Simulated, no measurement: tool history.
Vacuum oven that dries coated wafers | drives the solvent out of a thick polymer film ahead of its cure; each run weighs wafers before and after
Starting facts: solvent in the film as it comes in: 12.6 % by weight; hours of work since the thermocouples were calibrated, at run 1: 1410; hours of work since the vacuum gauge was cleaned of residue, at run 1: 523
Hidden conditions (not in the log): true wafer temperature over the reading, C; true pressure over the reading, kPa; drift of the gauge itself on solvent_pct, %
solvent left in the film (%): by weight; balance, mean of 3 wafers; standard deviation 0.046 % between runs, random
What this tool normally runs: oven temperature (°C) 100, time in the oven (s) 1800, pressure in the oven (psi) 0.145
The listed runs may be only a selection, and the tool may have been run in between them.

run,hour,oven temperature (°C),time in the oven (s),pressure in the oven (psi),hours of work since the thermocouples were calibrated,hours of work since the vacuum gauge was cleaned of residue,solvent left in the film (%)
1,0,100,1800,0.145,1410,523,2.29
2,33.3,100,1800,0.145,1429,542,2.38
3,62.2,100,1800,0.145,1446,559,2.33
4,86,103,1800,0.145,1459,572,1.84
5,120.8,100,1800,0.131,1479,592,2.28
6,156.2,100,1800,0.087,1500,612,2.14
7,187.9,90,2820,0.341,1518,631,3.48
8,212.8,109,1380,0.235,1532,645,1.93
9,245.2,111,1800,0.434,1550,663,1.55
10,264.4,111,1800,0.434,1561,674,1.58
# hour 309.9: oven's thermocouples calibrated
11,309.9,111,1800,0.434,0,699,1.61
12,328.7,111,1800,0.434,11,710,1.61

Take each entry between the runs: how does the hidden state at the last listed run before it differ from the hidden state at the first listed run after it?
After run 10, before run 11: oven's thermocouples calibrated (hour 309.9)
  true wafer temperature over the reading, C: 0.12 -> -0.07; true pressure over the reading, kPa: 0.023 -> 0.024
